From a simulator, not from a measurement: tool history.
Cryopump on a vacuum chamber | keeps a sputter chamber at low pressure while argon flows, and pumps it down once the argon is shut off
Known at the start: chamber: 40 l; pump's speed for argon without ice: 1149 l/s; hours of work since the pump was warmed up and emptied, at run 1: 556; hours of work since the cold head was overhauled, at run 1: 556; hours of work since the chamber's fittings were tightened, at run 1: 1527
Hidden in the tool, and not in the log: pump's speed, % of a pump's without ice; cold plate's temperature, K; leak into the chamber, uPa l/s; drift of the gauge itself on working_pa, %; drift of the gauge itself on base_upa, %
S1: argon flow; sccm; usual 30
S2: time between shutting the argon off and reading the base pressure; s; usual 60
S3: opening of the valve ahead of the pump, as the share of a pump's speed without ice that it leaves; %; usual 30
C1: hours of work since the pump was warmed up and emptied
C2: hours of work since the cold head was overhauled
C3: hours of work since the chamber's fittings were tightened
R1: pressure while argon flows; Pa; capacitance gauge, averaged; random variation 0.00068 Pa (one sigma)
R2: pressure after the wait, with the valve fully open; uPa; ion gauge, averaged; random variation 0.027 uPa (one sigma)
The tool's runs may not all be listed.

run	hour	S1	S2	S3	C1	C2	C3	R1	R2
1	0	30	60	30	556	556	1527	0.1512	2.01
2	22.5	30	60	30	570	570	1542	0.1522	2.05
3	44	30	52	30	585	585	1556	0.1525	2.13
4	78.9	30	52	30	607	607	1579	0.1521	2.23
5	100.8	30	52	30	622	622	1593	0.152	2.3
6	131.4	30	52	30	642	642	1613	0.1529	2.23
7	164.1	30	52	30	663	663	1635	0.1528	2.31
8	195.4	30	52	30	684	684	1655	0.1531	2.22
9	229.5	30	52	30	706	706	1678	0.153	2.27
10	271.4	30	52	30	734	734	1705	0.154	2.3
11	296.3	13	60	30	750	750	1722	0.0657	2.21
12	322.1	13	60	30	767	767	1738	0.0674	2.24
13	366.8	13	60	30	796	796	1768	0.0668	2.25
# hour 386.5: leaking fittings of the chamber tightened, without venting
14	394.5	13	60	30	813	813	5	0.0661	1.29
15	439.8	13	60	30	843	843	35	0.0664	1.31
16	466.7	13	60	30	861	861	53	0.0666	1.28
17	505.9	13	60	26	887	887	78	0.0765	1.34
# hour 533.2: pump warmed up, emptied and cooled again
18	544.4	30	60	30	7	909	100	0.1473	1.34
19	569.6	16	60	16	24	925	117	0.1467	1.34
20	593.6	24	60	30	40	941	133	0.1181	1.33
21	620.5	18	31	48	57	959	150	0.0558	2.14
22	641	27	31	48	71	972	164	0.0846	2.18
23	674.1	22	88	30	92	994	186	0.1084	1.08
24	709.9	22	88	30	116	1017	209	0.1098	1.08
25	752.7	18	49	37	144	1045	237	0.0726	1.58
26	773.4	17	48	20	158	1059	251	0.1266	1.63
27	809.8	24	42	22	182	1083	275	0.1616	1.7
28	849.7	24	42	22	208	1109	301	0.1626	1.72
29	891.4	24	42	22	235	1136	328	0.1621	1.81
30	910.1	29	99	29	248	1149	341	0.1497	1.04
31	946.5	46	206	30	271	1173	364	0.2309	0.75
32	988.1	13	144	20	299	1200	392	0.0973	0.9
33	1027.6	26	33	19	325	1226	418	0.2037	2.2
34	1064.9	37	60	27	349	1250	442	0.2061	1.46
35	1087.1	37	60	27	364	1265	457	0.2069	1.5

Forecast each of these 3 alternatives for the next run:
A	1122.8	30	60	25	387	1288	480	?	?
B	1122.8	16	139	24	387	1288	480	?	?
C	1122.8	30	60	22	387	1288	480	?	?

run	R1	R2
A	0.1796	1.44
B	0.0997	1
C	0.204	1.49
Without the tool's hidden state the same runs would have given:
run	R1	R2
A	0.1753	1.12
B	0.0974	0.67
C	0.1998	1.17

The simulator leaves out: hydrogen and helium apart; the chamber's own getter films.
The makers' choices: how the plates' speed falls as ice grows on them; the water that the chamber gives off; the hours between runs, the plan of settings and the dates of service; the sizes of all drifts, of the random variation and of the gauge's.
